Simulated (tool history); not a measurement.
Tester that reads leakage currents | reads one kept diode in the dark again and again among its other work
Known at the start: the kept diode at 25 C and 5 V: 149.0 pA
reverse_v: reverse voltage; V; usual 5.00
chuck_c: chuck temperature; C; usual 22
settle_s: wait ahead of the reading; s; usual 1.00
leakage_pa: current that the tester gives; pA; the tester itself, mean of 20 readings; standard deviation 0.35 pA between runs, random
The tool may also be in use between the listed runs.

{"run": 1, "day": 0.0, "reverse_v": 5.0, "chuck_c": 22, "settle_s": 1.0, "leakage_pa": 132.95}
{"run": 2, "day": 0.771, "reverse_v": 5.0, "chuck_c": 27, "settle_s": 1.0, "leakage_pa": 203.04}
{"run": 3, "day": 1.925, "reverse_v": 5.0, "chuck_c": 27, "settle_s": 1.0, "leakage_pa": 202.84}
{"day": 3.05, "done": "chuck's temperature calibrated"}
{"run": 4, "day": 3.196, "reverse_v": 5.0, "chuck_c": 27, "settle_s": 1.0, "leakage_pa": 176.3}
{"run": 5, "day": 4.542, "reverse_v": 2.7, "chuck_c": 22, "settle_s": 1.0, "leakage_pa": 81.13}
{"run": 6, "day": 5.604, "reverse_v": 5.0, "chuck_c": 22, "settle_s": 1.0, "leakage_pa": 116.72}
{"run": 7, "day": 6.45, "reverse_v": 5.0, "chuck_c": 22, "settle_s": 1.0, "leakage_pa": 116.88}
{"run": 8, "day": 7.85, "reverse_v": 5.0, "chuck_c": 22, "settle_s": 1.0, "leakage_pa": 117.8}
{"run": 9, "day": 9.196, "reverse_v": 5.0, "chuck_c": 22, "settle_s": 1.0, "leakage_pa": 118.21}
{"run": 10, "day": 10.525, "reverse_v": 5.0, "chuck_c": 22, "settle_s": 1.0, "leakage_pa": 118.71}
{"day": 10.746, "done": "probe card cleaned and baked"}
{"run": 11, "day": 11.6, "reverse_v": 5.0, "chuck_c": 28, "settle_s": 1.0, "leakage_pa": 196.68}
{"run": 12, "day": 12.212, "reverse_v": 7.22, "chuck_c": 24, "settle_s": 5.17, "leakage_pa": 176.17}
{"run": 13, "day": 13.533, "reverse_v": 6.25, "chuck_c": 47, "settle_s": 4.57, "leakage_pa": 984.88}
{"run": 14, "day": 14.508, "reverse_v": 6.25, "chuck_c": 30, "settle_s": 0.32, "leakage_pa": 267.1}
{"day": 14.838, "done": "probe card cleaned and baked, once more"}
{"run": 15, "day": 16.092, "reverse_v": 2.17, "chuck_c": 22, "settle_s": 0.93, "leakage_pa": 73.39}

What does the tool deliver on the next run?
{"run": 16, "day": 17.492, "reverse_v": 2.17, "chuck_c": 22, "settle_s": 0.93, "leakage_pa": "?"}

leakage_pa: 73.82 pA
Had the tool carried no hidden state, the very same run would have given leakage_pa 70.91 pA.
